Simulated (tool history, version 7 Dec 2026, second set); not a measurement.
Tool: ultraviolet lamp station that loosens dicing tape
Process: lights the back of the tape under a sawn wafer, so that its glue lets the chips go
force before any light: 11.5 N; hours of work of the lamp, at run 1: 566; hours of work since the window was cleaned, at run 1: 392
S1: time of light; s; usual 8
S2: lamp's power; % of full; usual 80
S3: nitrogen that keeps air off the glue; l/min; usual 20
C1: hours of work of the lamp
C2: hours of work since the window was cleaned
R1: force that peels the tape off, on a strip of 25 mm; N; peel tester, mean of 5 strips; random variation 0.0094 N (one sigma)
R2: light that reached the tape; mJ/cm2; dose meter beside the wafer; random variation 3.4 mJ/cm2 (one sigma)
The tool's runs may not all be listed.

run 1 hour=0 | S1=8 S2=80 S3=20 | C1=566 C2=392 | R1=0.846 R2=410
run 2 hour=24.5 | S1=8 S2=80 S3=20 | C1=579 C2=404 | R1=0.841 R2=405
run 3 hour=48 | S1=8 S2=80 S3=20 | C1=592 C2=417 | R1=0.874 R2=397
run 4 hour=64 | S1=8 S2=80 S3=9 | C1=600 C2=425 | R1=1.522 R2=399
run 5 hour=85 | S1=8 S2=80 S3=9 | C1=611 C2=436 | R1=1.556 R2=398
run 6 hour=102.6 | S1=8 S2=63 S3=9 | C1=620 C2=446 | R1=2.342 R2=312
run 7 hour=122 | S1=8 S2=63 S3=9 | C1=631 C2=456 | R1=2.39 R2=307
run 8 hour=145.9 | S1=8 S2=63 S3=9 | C1=643 C2=469 | R1=2.371 R2=305
run 9 hour=173.8 | S1=8 S2=63 S3=9 | C1=658 C2=483 | R1=2.46 R2=303
run 10 hour=198.7 | S1=15 S2=63 S3=9 | C1=671 C2=497 | R1=0.743 R2=564
run 11 hour=217.8 | S1=15 S2=75 S3=9 | C1=681 C2=507 | R1=0.481 R2=661
run 12 hour=244.2 | S1=7 S2=80 S3=20 | C1=695 C2=521 | R1=1.301 R2=326
-- hour=259.5 window cleaned of glue's vapour
run 13 hour=259.5 | S1=7 S2=80 S3=20 | C1=703 C2=0 | R1=1.476 R2=313
run 14 hour=285.4 | S1=9 S2=80 S3=20 | C1=717 C2=14 | R1=0.889 R2=404
run 15 hour=306.2 | S1=9 S2=80 S3=20 | C1=728 C2=25 | R1=0.893 R2=399
run 16 hour=327.1 | S1=9 S2=80 S3=20 | C1=739 C2=36 | R1=0.9 R2=398
run 17 hour=343.6 | S1=8 S2=67 S3=20 | C1=748 C2=44 | R1=1.698 R2=296
run 18 hour=360.9 | S1=8 S2=80 S3=20 | C1=757 C2=54 | R1=1.198 R2=346
run 19 hour=387.9 | S1=8 S2=80 S3=20 | C1=771 C2=68 | R1=1.249 R2=348
run 20 hour=408.3 | S1=8 S2=66 S3=20 | C1=782 C2=79 | R1=1.748 R2=283
-- hour=417.6 window cleaned of glue's vapour, once more
run 21 hour=426.9 | S1=5 S2=71 S3=20 | C1=791 C2=5 | R1=2.501 R2=225
run 22 hour=441.4 | S1=5 S2=71 S3=20 | C1=799 C2=13 | R1=2.487 R2=225
run 23 hour=466.8 | S1=5 S2=65 S3=9 | C1=813 C2=26 | R1=4.036 R2=207
run 24 hour=490.9 | S1=5 S2=65 S3=9 | C1=825 C2=39 | R1=3.937 R2=205
run 25 hour=508.4 | S1=10 S2=94 S3=9 | C1=835 C2=48 | R1=0.67 R2=588
run 26 hour=527.7 | S1=14 S2=86 S3=20 | C1=845 C2=58 | R1=0.213 R2=748
run 27 hour=546.7 | S1=15 S2=70 S3=30 | C1=855 C2=68 | R1=0.223 R2=640
run 28 hour=559.3 | S1=8 S2=67 S3=33 | C1=862 C2=75 | R1=0.994 R2=328
run 29 hour=583 | S1=8 S2=81 S3=27 | C1=874 C2=87 | R1=0.722 R2=393
run 30 hour=609.9 | S1=14 S2=88 S3=33 | C1=888 C2=102 | R1=0.175 R2=747
run 31 hour=625 | S1=8 S2=80 S3=11 | C1=896 C2=110 | R1=1.422 R2=383
run 32 hour=646.4 | S1=8 S2=80 S3=17 | C1=908 C2=121 | R1=1.025 R2=385

The next listed run, before its measurement:
run 33 hour=667.9 | S1=13 S2=80 S3=20 | C1=919 C2=132 | R1=? R2=?

R1: 0.319 N
R2: 615 mJ/cm2
Without the tool's hidden state the same run would have given R1 0.173 N, R2 898 mJ/cm2.
